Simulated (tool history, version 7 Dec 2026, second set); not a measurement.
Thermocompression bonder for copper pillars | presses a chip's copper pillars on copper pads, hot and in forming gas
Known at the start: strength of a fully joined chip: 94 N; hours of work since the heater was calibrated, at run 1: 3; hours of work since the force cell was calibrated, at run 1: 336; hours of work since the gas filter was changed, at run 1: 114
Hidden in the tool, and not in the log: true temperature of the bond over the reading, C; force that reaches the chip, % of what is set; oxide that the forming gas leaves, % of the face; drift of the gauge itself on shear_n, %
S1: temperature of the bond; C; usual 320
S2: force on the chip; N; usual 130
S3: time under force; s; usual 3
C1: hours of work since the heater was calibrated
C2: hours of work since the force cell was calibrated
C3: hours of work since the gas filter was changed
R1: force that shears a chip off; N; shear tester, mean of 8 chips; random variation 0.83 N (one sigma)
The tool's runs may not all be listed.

run	hour	S1	S2	S3	C1	C2	C3	R1
1	0	320	130	3	3	336	114	65.5
2	12.6	320	130	3	11	344	122	64.8
3	34.7	320	130	3	26	359	137	65.6
4	52.7	320	130	3	38	371	149	64.8
5	77.7	320	130	3	55	388	166	63.5
6	101.3	320	130	3	70	403	181	65.8
7	122.9	296	82	7	85	418	196	52.5
# hour 127.1: heater calibrated with a thermocouple chip
# hour 146.9: forming gas filter changed
8	148.6	292	101	3	14	433	1	44.4
9	163.9	292	101	3	24	443	11	42.8
# hour 171.3: heater calibrated with a thermocouple chip, once more
10	187.2	292	101	3	11	457	25	44.1
11	204	292	101	3	22	468	37	44.9
12	217.9	324	130	3	31	478	46	67.9

3 ways to go on from here, each from the tool as it stands after run 12. What would each give?
A	229.8	324	130	4	39	486	54	?
B	229.8	324	150	3	39	486	54	?
C	229.8	319	90	5	39	486	54	?

run	R1
A	71.8
B	71.8
C	64.5
Without the tool's hidden state the same runs would have given:
run	R1
A	72.5
B	72.4
C	65
